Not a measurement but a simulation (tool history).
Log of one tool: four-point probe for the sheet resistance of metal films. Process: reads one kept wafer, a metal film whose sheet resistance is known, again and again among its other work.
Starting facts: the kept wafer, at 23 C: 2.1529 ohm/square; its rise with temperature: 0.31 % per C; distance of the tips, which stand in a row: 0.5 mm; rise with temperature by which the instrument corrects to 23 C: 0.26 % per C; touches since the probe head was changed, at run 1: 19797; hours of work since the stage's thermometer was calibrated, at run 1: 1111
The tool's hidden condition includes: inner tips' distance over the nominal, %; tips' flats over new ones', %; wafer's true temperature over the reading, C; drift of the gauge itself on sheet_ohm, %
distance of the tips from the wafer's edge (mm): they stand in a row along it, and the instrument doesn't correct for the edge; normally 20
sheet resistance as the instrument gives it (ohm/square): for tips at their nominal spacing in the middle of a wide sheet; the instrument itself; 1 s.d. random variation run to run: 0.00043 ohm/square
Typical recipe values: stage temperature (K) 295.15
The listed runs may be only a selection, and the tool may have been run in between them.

run	hour	stage temperature (K)	distance of the tips from the wafer's edge (mm)	touches since the probe head was changed	hours of work since the stage's thermometer was calibrated	sheet resistance as the instrument gives it (ohm/square)
1	0.0	295.15	20	19797	1111	2.127402
2	17.6	295.15	20	20099	1120	2.127848
3	35.7	295.15	20	20409	1131	2.127944
4	49.4	301.15	20	20645	1138	2.133625
5	74.0	301.15	20	21066	1152	2.134404
6	106.9	301.15	20	21629	1170	2.133760
7	131.8	301.15	20	22056	1184	2.134259
8	156.2	301.15	20	22475	1198	2.133847
9	181.0	301.15	20	22898	1211	2.133324
10	198.2	306.15	36	23193	1221	2.137421
# hour 200.1: stage's thermometer calibrated
11	227.4	295.15	52	23685	15	2.127610
12	244.4	295.15	52	23978	25	2.127728
13	268.4	296.15	41	24388	38	2.129775
14	296.8	296.15	41	24875	54	2.128034
15	326.3	298.15	20	25379	70	2.131254
# hour 328.9: stage's thermometer calibrated, once more
16	350.5	298.15	20	25787	12	2.125839
17	374.7	292.15	28	26202	26	2.118988

Each row is a separate what-if for the run after 17, all from the same tool condition, not one after another. Results?
A	404.2	303.15	20	26706	42	?
B	404.2	302.15	3	26706	42	?
C	404.2	295.15	21	26706	42	?

run	sheet resistance as the instrument gives it (ohm/square)
A	2.130503
B	2.161010
C	2.121678
Stripped of hidden state, with their random variation kept, the same runs would have yielded:
run	sheet resistance as the instrument gives it (ohm/square)
A	2.160591
B	2.191495
C	2.151643
